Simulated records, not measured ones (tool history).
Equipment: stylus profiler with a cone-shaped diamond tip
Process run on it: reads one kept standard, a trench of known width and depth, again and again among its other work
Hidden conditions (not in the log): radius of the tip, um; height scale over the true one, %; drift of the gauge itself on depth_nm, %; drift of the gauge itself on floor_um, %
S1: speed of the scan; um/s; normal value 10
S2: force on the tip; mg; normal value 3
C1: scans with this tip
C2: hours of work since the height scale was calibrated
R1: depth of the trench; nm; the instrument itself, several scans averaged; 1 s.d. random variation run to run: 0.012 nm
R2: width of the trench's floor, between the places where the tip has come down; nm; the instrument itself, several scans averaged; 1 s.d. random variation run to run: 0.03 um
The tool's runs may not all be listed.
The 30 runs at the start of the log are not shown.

Run 31, hour 1853.6: usual settings but S1 5 um/s, S2 1.18 mg; C1 22546; C2 292. Result: R1 100.66 nm, R2 17380 nm.
Run 32, hour 1902.1: usual settings but S1 5 um/s, S2 8.14 mg; C1 23059; C2 328. Result: R1 102.25 nm, R2 17420 nm.
Run 33, hour 1945.7: usual settings but S1 5 um/s, S2 8.14 mg; C1 23521; C2 360. Result: R1 102.24 nm, R2 17460 nm.
Run 34, hour 2006.7: usual settings but S1 2 um/s, S2 4.58 mg; C1 24167; C2 404. Result: R1 101.58 nm, R2 17420 nm.
Run 35, hour 2101.7: usual settings but S1 2 um/s, S2 4.58 mg; C1 25172; C2 473. Result: R1 101.58 nm, R2 17410 nm.
Run 36, hour 2196.6: usual settings; C1 26176; C2 543. Result: R1 101.22 nm, R2 17310 nm.
Run 37, hour 2258.4: usual settings; C1 26831; C2 588. Result: R1 101.24 nm, R2 17310 nm.
Run 38, hour 2347: usual settings but S1 13 um/s, S2 1.32 mg; C1 27769; C2 653. Result: R1 100.76 nm, R2 17240 nm.
At hour 2387.8: new tip fitted, height scale calibrated.
Run 39, hour 2435.3: usual settings but S1 13 um/s, S2 1.95 mg; C1 503; C2 35. Result: R1 100.87 nm, R2 17880 nm.
Run 40, hour 2477.4: usual settings but S1 13 um/s, S2 8.35 mg; C1 949; C2 65. Result: R1 102.22 nm, R2 17910 nm.
Run 41, hour 2517.4: usual settings but S1 13 um/s, S2 8.35 mg; C1 1373; C2 95. Result: R1 102.24 nm, R2 17940 nm.
Run 42, hour 2570.2: usual settings but S1 13 um/s, S2 8.35 mg; C1 1931; C2 133. Result: R1 102.25 nm, R2 17880 nm.
Run 43, hour 2642.6: usual settings but S1 13 um/s, S2 8.35 mg; C1 2698; C2 186. Result: R1 102.27 nm, R2 17900 nm.
Run 44, hour 2708: usual settings but S1 2 um/s, S2 4.19 mg; C1 3389; C2 234. Result: R1 101.45 nm, R2 17900 nm.
Run 45, hour 2788.9: usual settings but S2 2.25 mg; C1 4246; C2 293. Result: R1 100.99 nm, R2 17840 nm.

Consider 5 possible next runs. They are alternatives, not a sequence: every one starts from the tool as it was left by run 45. What does each give?
Run A, hour 2848.6: usual settings but S1 26 um/s, S2 4.74 mg; C1 4878; C2 337. Result: R1 ?, R2 ?.
Run B, hour 2848.6: usual settings but S1 2 um/s, S2 2.38 mg; C1 4878; C2 337. Result: R1 ?, R2 ?.
Run C, hour 2848.6: usual settings but S2 2.25 mg; C1 4878; C2 337. Result: R1 ?, R2 ?.
Run D, hour 2848.6: usual settings but S1 4 um/s, S2 1.19 mg; C1 4878; C2 337. Result: R1 ?, R2 ?.
Run E, hour 2848.6: usual settings but S1 28 um/s, S2 4.74 mg; C1 4878; C2 337. Result: R1 ?, R2 ?.

run      R1     R2
  A  101.59  17830
  B  101.01  17870
  C  100.98  17800
  D  100.68  17870
  E  101.58  17780
Take away the tool's hidden state, keep each run's random variation, and the runs would have read:
run      R1     R2
  A  101.51  17940
  B  100.93  17990
  C   100.9  17920
  D   100.6  17990
  E   101.5  17900

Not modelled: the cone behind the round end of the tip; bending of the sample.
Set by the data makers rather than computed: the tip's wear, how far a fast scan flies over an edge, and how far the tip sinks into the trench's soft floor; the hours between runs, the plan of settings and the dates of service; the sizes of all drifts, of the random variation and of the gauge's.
